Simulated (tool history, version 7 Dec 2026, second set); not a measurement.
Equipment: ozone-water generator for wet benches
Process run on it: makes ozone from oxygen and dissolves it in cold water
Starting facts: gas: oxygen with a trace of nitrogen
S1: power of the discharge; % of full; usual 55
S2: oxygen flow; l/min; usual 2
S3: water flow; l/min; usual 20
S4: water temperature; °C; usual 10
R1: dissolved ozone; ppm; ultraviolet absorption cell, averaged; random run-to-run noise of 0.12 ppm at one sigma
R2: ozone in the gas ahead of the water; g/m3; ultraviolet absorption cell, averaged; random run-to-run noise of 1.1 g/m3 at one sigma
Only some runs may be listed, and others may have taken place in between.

{"run": 1, "hour": 0.0, "S1": 55, "S2": 2, "S3": 20, "S4": 10, "R1": 10.1, "R2": 179.7}
{"run": 2, "hour": 81.9, "S1": 55, "S2": 2, "S3": 20, "S4": 10, "R1": 10, "R2": 177.8}
{"run": 3, "hour": 149.3, "S1": 55, "S2": 2, "S3": 20, "S4": 10, "R1": 10.2, "R2": 178.8}
{"run": 4, "hour": 231.3, "S1": 55, "S2": 2, "S3": 20, "S4": 10, "R1": 10.2, "R2": 178.3}
{"run": 5, "hour": 288.6, "S1": 55, "S2": 2, "S3": 20, "S4": 10, "R1": 10.4, "R2": 177}
{"run": 6, "hour": 345.7, "S1": 55, "S2": 2, "S3": 20, "S4": 7, "R1": 10.2, "R2": 177.5}
{"run": 7, "hour": 380.8, "S1": 55, "S2": 2, "S3": 20, "S4": 10, "R1": 10.2, "R2": 177}
{"run": 8, "hour": 419.1, "S1": 55, "S2": 2.51, "S3": 20, "S4": 10, "R1": 11.1, "R2": 163.5}
{"run": 9, "hour": 470.8, "S1": 55, "S2": 2.51, "S3": 20, "S4": 10, "R1": 11.2, "R2": 165}
{"run": 10, "hour": 520.2, "S1": 55, "S2": 2, "S3": 28, "S4": 10, "R1": 6.7, "R2": 175.2}
{"run": 11, "hour": 557.7, "S1": 55, "S2": 2, "S3": 28, "S4": 10, "R1": 6.4, "R2": 176.9}
{"run": 12, "hour": 630.4, "S1": 55, "S2": 2.53, "S3": 20, "S4": 8, "R1": 11.1, "R2": 160.6}
{"run": 13, "hour": 693.0, "S1": 55, "S2": 2.53, "S3": 20, "S4": 8, "R1": 11.4, "R2": 162.4}
{"run": 14, "hour": 737.5, "S1": 78, "S2": 1.4, "S3": 21, "S4": 5, "R1": 10.4, "R2": 254.5}
{"run": 15, "hour": 784.8, "S1": 55, "S2": 2, "S3": 20, "S4": 11, "R1": 10, "R2": 176.3}
{"run": 16, "hour": 847.9, "S1": 55, "S2": 1.24, "S3": 22, "S4": 10, "R1": 7.3, "R2": 206.6}
{"run": 17, "hour": 903.7, "S1": 55, "S2": 1.24, "S3": 22, "S4": 10, "R1": 7.1, "R2": 207.4}
{"run": 18, "hour": 945.0, "S1": 68, "S2": 3.09, "S3": 18, "S4": 10, "R1": 15.4, "R2": 173.6}
{"run": 19, "hour": 995.0, "S1": 68, "S2": 1.51, "S3": 15, "S4": 10, "R1": 14, "R2": 223.5}
{"run": 20, "hour": 1075.3, "S1": 68, "S2": 1.51, "S3": 15, "S4": 10, "R1": 14.1, "R2": 224.3}
{"run": 21, "hour": 1128.4, "S1": 55, "S2": 2.85, "S3": 21, "S4": 10, "R1": 10.7, "R2": 153.3}
{"run": 22, "hour": 1185.7, "S1": 55, "S2": 2.85, "S3": 21, "S4": 10, "R1": 10.9, "R2": 154.4}

Below are 4 alternative next runs, each starting from the tool's condition after run 22. Predict each:
{"run": "A", "hour": 1238.5, "S1": 41, "S2": 1.09, "S3": 12, "S4": 10, "R1": "?", "R2": "?"}
{"run": "B", "hour": 1238.5, "S1": 41, "S2": 1.1, "S3": 21, "S4": 8, "R1": "?", "R2": "?"}
{"run": "C", "hour": 1238.5, "S1": 84, "S2": 3, "S3": 20, "S4": 12, "R1": "?", "R2": "?"}
{"run": "D", "hour": 1238.5, "S1": 55, "S2": 1.39, "S3": 19, "S4": 14, "R1": "?", "R2": "?"}

run=A R1=10.8 R2=175
run=B R1=5.7 R2=174.9
run=C R1=15.7 R2=206.9
run=D R1=8.6 R2=200.3
Take away the tool's hidden state, keep each run's random variation, and the runs would have read:
run=A R1=11.7 R2=183.9
run=B R1=6.3 R2=183.7
run=C R1=17.9 R2=226.8
run=D R1=9.5 R2=214.1

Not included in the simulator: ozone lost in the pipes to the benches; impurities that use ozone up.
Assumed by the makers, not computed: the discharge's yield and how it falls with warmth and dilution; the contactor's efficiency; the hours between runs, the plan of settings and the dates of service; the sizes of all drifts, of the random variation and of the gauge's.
